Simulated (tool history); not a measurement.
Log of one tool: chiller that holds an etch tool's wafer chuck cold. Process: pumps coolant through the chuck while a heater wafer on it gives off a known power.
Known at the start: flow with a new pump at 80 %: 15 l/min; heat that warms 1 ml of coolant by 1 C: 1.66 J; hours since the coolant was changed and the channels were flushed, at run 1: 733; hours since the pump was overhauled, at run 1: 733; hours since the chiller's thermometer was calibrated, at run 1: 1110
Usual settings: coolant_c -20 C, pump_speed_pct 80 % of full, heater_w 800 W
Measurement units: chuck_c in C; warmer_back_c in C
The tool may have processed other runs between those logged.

run	hour	coolant_c	pump_speed_pct	heater_w	hours since the coolant was changed and the channels were flushed	hours since the pump was overhauled	hours since the chiller's thermometer was calibrated	chuck_c	warmer_back_c
1	0	-20	80	800	733	733	1110	-13.6	1.96
2	92.4	-21	80	800	825	825	1203	-14.7	1.96
3	208.9	-21	80	800	942	942	1319	-14.6	2
4	319.2	-21	80	800	1052	1052	1430	-14.6	1.98
5	380.9	-21	80	800	1114	1114	1491	-14.8	2
6	443.2	-21	80	800	1176	1176	1554	-14.6	1.97
7	507.4	-21	80	800	1240	1240	1618	-14.5	1.98
8	639.4	-21	80	800	1372	1372	1750	-14.6	2.01
9	706.5	-21	80	800	1440	1440	1817	-14.6	2.04
10	766.8	-22	80	800	1500	1500	1877	-15.5	2.06
11	865.3	-20	80	800	1598	1598	1976	-13.6	2.06
12	948.5	-20	80	800	1682	1682	2059	-13.5	1.97
13	1067.8	-20	80	800	1801	1801	2178	-13.6	2.05
14	1195.1	-20	91	800	1928	1928	2305	-14.4	1.79
15	1331	-20	91	800	2064	2064	2441	-14.4	1.82
16	1408.2	-20	91	800	2141	2141	2518	-14.3	1.8
17	1490.2	-14	62	569	2223	2223	2600	-8.4	1.96
18	1575.5	-14	62	569	2308	2308	2686	-8.2	1.91
19	1663.6	-14	62	569	2397	2397	2774	-8.4	1.93
20	1804.6	-19	94	1004	2538	2538	2915	-11.7	2.19
21	1883.3	-15	94	487	2616	2616	2994	-11.7	0.99
22	1968.2	-26	94	1183	2701	2701	3079	-17.2	2.57
23	2103.9	-26	61	597	2837	2837	3214	-19.8	2.02
24	2244.2	-26	61	597	2977	2977	3355	-19.7	2.12
25	2383.2	-27	80	582	3116	3116	3494	-22.2	1.49
26	2487.8	-23	71	486	3221	3221	3598	-18.6	1.52
27	2610.1	-30	94	545	3343	3343	3720	-26.4	1.24
28	2750.6	-21	98	570	3484	3484	3861	-17.1	1.22
29	2836.2	-21	98	570	3569	3569	3947	-17.2	1.19
30	2938	-21	98	570	3671	3671	4048	-17.2	1.22
31	3045.2	-27	80	582	3778	3778	4156	-22.2	1.59
32	3128.7	-27	80	582	3862	3862	4239	-22	1.55

Same runs, no hidden state in the tool, same run-to-run variation:
What the log doesn't record here: heat passed by the chuck's channels, % of clean ones'; flow at a given pump speed, % of a new pump's; coolant's true temperature over the reading, C; drift of the gauge itself on chuck_c, C; drift of the gauge itself on warmer_back_c, C.
run	chuck_c	warmer_back_c
1	-13.6	1.92
2	-14.7	1.91
3	-14.7	1.94
4	-14.6	1.92
5	-14.9	1.94
6	-14.7	1.9
7	-14.6	1.91
8	-14.7	1.93
9	-14.7	1.96
10	-15.6	1.98
11	-13.7	1.97
12	-13.6	1.88
13	-13.7	1.95
14	-14.5	1.7
15	-14.5	1.72
16	-14.4	1.7
17	-8.5	1.84
18	-8.4	1.8
19	-8.6	1.81
20	-12	2.04
21	-11.6	0.92
22	-17.7	2.39
23	-20	1.87
24	-19.9	1.95
25	-22.3	1.37
26	-18.6	1.39
27	-26.4	1.13
28	-17.1	1.11
29	-17.2	1.08
30	-17.3	1.1
31	-22.4	1.43
32	-22.2	1.39

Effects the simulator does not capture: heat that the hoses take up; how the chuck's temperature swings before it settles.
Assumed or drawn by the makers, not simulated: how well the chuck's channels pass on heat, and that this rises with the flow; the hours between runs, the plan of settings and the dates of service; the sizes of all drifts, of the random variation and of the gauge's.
